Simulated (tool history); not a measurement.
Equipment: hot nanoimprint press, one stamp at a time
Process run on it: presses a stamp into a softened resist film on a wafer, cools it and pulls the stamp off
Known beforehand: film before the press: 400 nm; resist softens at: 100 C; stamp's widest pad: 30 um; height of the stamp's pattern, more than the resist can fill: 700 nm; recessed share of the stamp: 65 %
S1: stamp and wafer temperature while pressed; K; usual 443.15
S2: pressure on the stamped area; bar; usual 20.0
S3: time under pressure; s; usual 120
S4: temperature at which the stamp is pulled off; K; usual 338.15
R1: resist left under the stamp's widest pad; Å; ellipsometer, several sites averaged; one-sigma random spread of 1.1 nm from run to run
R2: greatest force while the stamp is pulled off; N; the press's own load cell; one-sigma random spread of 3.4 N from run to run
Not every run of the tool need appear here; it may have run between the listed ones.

{"run": 1, "day": 0.0, "S1": 443.15, "S2": 20.0, "S3": 120, "S4": 338.15, "R1": 1834, "R2": 161}
{"run": 2, "day": 0.517, "S1": 443.15, "S2": 20.0, "S3": 215, "S4": 338.15, "R1": 1438, "R2": 166}
{"run": 3, "day": 0.904, "S1": 443.15, "S2": 20.0, "S3": 120, "S4": 338.15, "R1": 1822, "R2": 154}
{"day": 1.504, "done": "plate thermocouple calibrated"}
{"run": 4, "day": 1.504, "S1": 437.15, "S2": 20.0, "S3": 120, "S4": 338.15, "R1": 2367, "R2": 164}
{"run": 5, "day": 2.062, "S1": 443.15, "S2": 20.0, "S3": 120, "S4": 338.15, "R1": 1816, "R2": 163}
{"run": 6, "day": 2.688, "S1": 443.15, "S2": 20.0, "S3": 120, "S4": 338.15, "R1": 1831, "R2": 165}
{"run": 7, "day": 3.204, "S1": 443.15, "S2": 20.0, "S3": 120, "S4": 338.15, "R1": 1827, "R2": 159}
{"run": 8, "day": 3.492, "S1": 443.15, "S2": 20.0, "S3": 120, "S4": 338.15, "R1": 1811, "R2": 161}
{"run": 9, "day": 4.038, "S1": 443.15, "S2": 20.0, "S3": 120, "S4": 338.15, "R1": 1811, "R2": 157}
{"run": 10, "day": 4.321, "S1": 443.15, "S2": 20.0, "S3": 120, "S4": 338.15, "R1": 1829, "R2": 160}
{"run": 11, "day": 4.758, "S1": 443.15, "S2": 20.0, "S3": 120, "S4": 338.15, "R1": 1839, "R2": 163}
{"run": 12, "day": 5.142, "S1": 443.15, "S2": 20.0, "S3": 120, "S4": 338.15, "R1": 1819, "R2": 161}
{"run": 13, "day": 5.558, "S1": 443.15, "S2": 16.1, "S3": 120, "S4": 338.15, "R1": 1999, "R2": 161}
{"run": 14, "day": 6.188, "S1": 443.15, "S2": 16.1, "S3": 120, "S4": 338.15, "R1": 1995, "R2": 163}
{"run": 15, "day": 6.596, "S1": 443.15, "S2": 16.1, "S3": 120, "S4": 338.15, "R1": 1997, "R2": 159}
{"run": 16, "day": 6.871, "S1": 435.15, "S2": 19.5, "S3": 100, "S4": 338.15, "R1": 2704, "R2": 163}
{"run": 17, "day": 7.246, "S1": 437.15, "S2": 26.5, "S3": 123, "S4": 325.15, "R1": 2094, "R2": 201}
{"run": 18, "day": 7.546, "S1": 437.15, "S2": 21.3, "S3": 155, "S4": 338.15, "R1": 2101, "R2": 157}
{"run": 19, "day": 8.067, "S1": 437.15, "S2": 16.5, "S3": 155, "S4": 342.15, "R1": 2310, "R2": 150}
{"run": 20, "day": 8.558, "S1": 442.15, "S2": 16.5, "S3": 155, "S4": 342.15, "R1": 1856, "R2": 151}
{"run": 21, "day": 9.204, "S1": 448.15, "S2": 16.5, "S3": 155, "S4": 342.15, "R1": 1445, "R2": 154}
{"run": 22, "day": 9.479, "S1": 443.15, "S2": 13.3, "S3": 120, "S4": 338.15, "R1": 2154, "R2": 162}
{"run": 23, "day": 9.912, "S1": 444.15, "S2": 29.6, "S3": 120, "S4": 338.15, "R1": 1469, "R2": 164}
{"run": 24, "day": 10.346, "S1": 431.15, "S2": 13.5, "S3": 211, "S4": 331.15, "R1": 2773, "R2": 183}
{"run": 25, "day": 10.821, "S1": 446.15, "S2": 20.0, "S3": 107, "S4": 338.15, "R1": 1683, "R2": 164}
{"run": 26, "day": 11.358, "S1": 453.15, "S2": 23.0, "S3": 144, "S4": 334.15, "R1": 1017, "R2": 180}
{"run": 27, "day": 11.692, "S1": 453.15, "S2": 23.0, "S3": 144, "S4": 334.15, "R1": 1030, "R2": 179}
{"run": 28, "day": 12.067, "S1": 431.15, "S2": 24.5, "S3": 84, "S4": 333.15, "R1": 2985, "R2": 179}
{"run": 29, "day": 12.642, "S1": 431.15, "S2": 24.5, "S3": 104, "S4": 333.15, "R1": 2816, "R2": 174}

Below are 5 alternative next runs, each starting from the tool's condition after run 29. Predict each:
{"run": "A", "day": 13.017, "S1": 443.15, "S2": 21.0, "S3": 120, "S4": 338.15, "R1": "?", "R2": "?"}
{"run": "B", "day": 13.017, "S1": 440.15, "S2": 20.0, "S3": 161, "S4": 338.15, "R1": "?", "R2": "?"}
{"run": "C", "day": 13.017, "S1": 440.15, "S2": 24.9, "S3": 104, "S4": 333.15, "R1": "?", "R2": "?"}
{"run": "D", "day": 13.017, "S1": 431.15, "S2": 24.5, "S3": 92, "S4": 343.15, "R1": "?", "R2": "?"}
{"run": "E", "day": 13.017, "S1": 443.15, "S2": 20.0, "S3": 89, "S4": 338.15, "R1": "?", "R2": "?"}

run=A R1=1786 R2=165
run=B R1=1869 R2=165
run=C R1=1993 R2=171
run=D R1=2955 R2=154
run=E R1=2054 R2=165
The same runs, with their run-to-run variation unchanged, on a tool lacking any hidden condition would have given:
run=A R1=1784 R2=163
run=B R1=1868 R2=163
run=C R1=1991 R2=169
run=D R1=2953 R2=152
run=E R1=2053 R2=163
